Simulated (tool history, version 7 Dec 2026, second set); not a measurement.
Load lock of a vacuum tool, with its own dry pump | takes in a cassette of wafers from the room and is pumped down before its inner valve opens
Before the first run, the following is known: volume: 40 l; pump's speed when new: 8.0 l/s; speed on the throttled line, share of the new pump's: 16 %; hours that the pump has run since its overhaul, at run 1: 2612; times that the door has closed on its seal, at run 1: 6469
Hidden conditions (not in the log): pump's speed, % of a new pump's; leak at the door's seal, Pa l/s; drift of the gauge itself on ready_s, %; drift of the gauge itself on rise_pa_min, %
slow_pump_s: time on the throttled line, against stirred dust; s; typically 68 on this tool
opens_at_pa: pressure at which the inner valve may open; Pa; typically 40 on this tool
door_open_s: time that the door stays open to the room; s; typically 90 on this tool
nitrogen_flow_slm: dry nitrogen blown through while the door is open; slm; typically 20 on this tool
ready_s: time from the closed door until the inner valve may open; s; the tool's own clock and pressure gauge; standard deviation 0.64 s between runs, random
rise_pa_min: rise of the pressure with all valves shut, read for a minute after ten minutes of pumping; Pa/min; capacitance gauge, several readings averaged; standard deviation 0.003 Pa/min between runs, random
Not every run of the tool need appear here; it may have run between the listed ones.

run    hour  slow_pump_s  opens_at_pa  door_open_s  nitrogen_flow_slm  hours that the pump has run since its overhaul  times that the door has closed on its seal  incoming humidity of the room's air, %  ready_s  rise_pa_min
  1     0.0           68           40           90                 20                                            2612                                        6469                                    47.8     96.7        0.034
  2   122.9           68           40           90                 20                                            2735                                        6880                                    47.7     97.0        0.043
  3   226.3           68           40          181                 20                                            2838                                        7225                                    41.9     97.0        0.046
  4   294.3           68           40          181                 20                                            2906                                        7452                                    46.4     97.6        0.058
  5   363.7           68           40           90                 20                                            2976                                        7685                                    47.6     97.7        0.041
  6   477.6           68           40           90                 20                                            3090                                        8065                                    42.9     97.2        0.036
  7   572.8           68           40           90                 20                                            3185                                        8384                                    44.6     97.1        0.037
  8   635.2           68           40           90                 20                                            3247                                        8592                                    45.2     98.0        0.036
  9   718.8           68           40           90                 20                                            3331                                        8872                                    42.3     97.9        0.034
 10   829.2           68           40           90                 20                                            3441                                        9241                                    42.4     96.1        0.031
 11   888.1           68           40           90                 20                                            3500                                        9437                                    45.7     98.7        0.034
 12   941.3           68           40           90                 20                                            3553                                        9615                                    42.1     98.1        0.039
 13  1004.7           68           40           90                 20                                            3617                                        9827                                    46.0     98.2        0.036
 14  1084.9           68           40           90                 20                                            3697                                       10096                                    50.1     96.8        0.043
 15  1181.9           68           40           90                 20                                            3794                                       10420                                    46.2     97.5        0.038
 16  1261.9           68           40           90                 20                                            3874                                       10687                                    44.4     96.7        0.035
 17  1384.1           68           40           90                 20                                            3996                                       11096                                    43.9     97.4        0.037
 18  1454.9           68           40           90                 20                                            4067                                       11332                                    46.6     98.6        0.037
 19  1583.3           35           60           90                 11                                            4195                                       11762                                    42.1     67.8        0.045

Run 20, settings as shown, results not yet in. Your forecast:
 20  1705.0           40           71           57                 20                                            4317                                       12169                                    44.2        ?            ?

ready_s: 70.9 s
rise_pa_min: 0.034 Pa/min
With no hidden state in the tool, this same run would have given ready_s 69.4 s, rise_pa_min 0.019 Pa/min.
